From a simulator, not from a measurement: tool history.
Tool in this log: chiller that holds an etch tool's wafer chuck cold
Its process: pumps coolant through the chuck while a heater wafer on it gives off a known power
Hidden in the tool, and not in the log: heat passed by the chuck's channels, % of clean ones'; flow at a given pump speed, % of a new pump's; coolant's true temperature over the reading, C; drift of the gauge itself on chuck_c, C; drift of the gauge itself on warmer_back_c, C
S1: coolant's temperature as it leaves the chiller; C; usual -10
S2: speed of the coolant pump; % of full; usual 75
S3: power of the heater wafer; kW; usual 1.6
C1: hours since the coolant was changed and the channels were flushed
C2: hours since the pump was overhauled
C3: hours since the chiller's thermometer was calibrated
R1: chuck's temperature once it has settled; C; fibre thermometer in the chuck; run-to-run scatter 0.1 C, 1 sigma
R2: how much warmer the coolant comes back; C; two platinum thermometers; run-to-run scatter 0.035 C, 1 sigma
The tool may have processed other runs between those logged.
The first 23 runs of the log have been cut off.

run 24 hour=2340.7 | S1=-7 S2=69 S3=1.04 | C1=3547 C2=5199 C3=3694 | R1=3.8 R2=4.66
run 25 hour=2417.7 | S1=-7 S2=69 S3=1.04 | C1=3624 C2=5276 C3=3771 | R1=3.8 R2=4.66
run 26 hour=2536.8 | S1=-7 S2=69 S3=1.04 | C1=3743 C2=5395 C3=3890 | R1=3.7 R2=4.66
run 27 hour=2650 | S1=-7 S2=69 S3=1.04 | C1=3856 C2=5508 C3=4003 | R1=3.5 R2=4.75
run 28 hour=2741.9 | S1=-10 S2=75 S3=1.408 | C1=3948 C2=5600 C3=4095 | R1=3.8 R2=5.86
run 29 hour=2834.8 | S1=-7 S2=76 S3=0.879 | C1=4041 C2=5693 C3=4188 | R1=1.5 R2=3.6
run 30 hour=2951.8 | S1=-13 S2=67 S3=0.852 | C1=4158 C2=5810 C3=4305 | R1=-3.9 R2=4
run 31 hour=3033.3 | S1=-13 S2=67 S3=1.855 | C1=4239 C2=5891 C3=4386 | R1=6.9 R2=8.73

Alternative continuations, all from the tool just after run 31; predict every row:
run A hour=3114.2 | S1=-10 S2=75 S3=2.2 | C1=4320 C2=5972 C3=4467 | R1=? R2=?
run B hour=3114.2 | S1=-8 S2=100 S3=1.6 | C1=4320 C2=5972 C3=4467 | R1=? R2=?
run C hour=3114.2 | S1=-7 S2=67 S3=1.855 | C1=4320 C2=5972 C3=4467 | R1=? R2=?
run D hour=3114.2 | S1=-13 S2=85 S3=1.855 | C1=4320 C2=5972 C3=4467 | R1=? R2=?
run E hour=3114.2 | S1=-1 S2=75 S3=1.801 | C1=4320 C2=5972 C3=4467 | R1=? R2=?

run=A R1=11.8 R2=9.2
run=B R1=4.6 R2=4.99
run=C R1=13.2 R2=8.72
run=D R1=3.6 R2=6.88
run=E R1=16.9 R2=7.54
With the hidden condition removed and each run's random variation left untouched, the same runs would have given:
run=A R1=9 R2=8.21
run=B R1=3.1 R2=4.45
run=C R1=10.7 R2=7.78
run=D R1=1.5 R2=6.14
run=E R1=14.6 R2=6.73
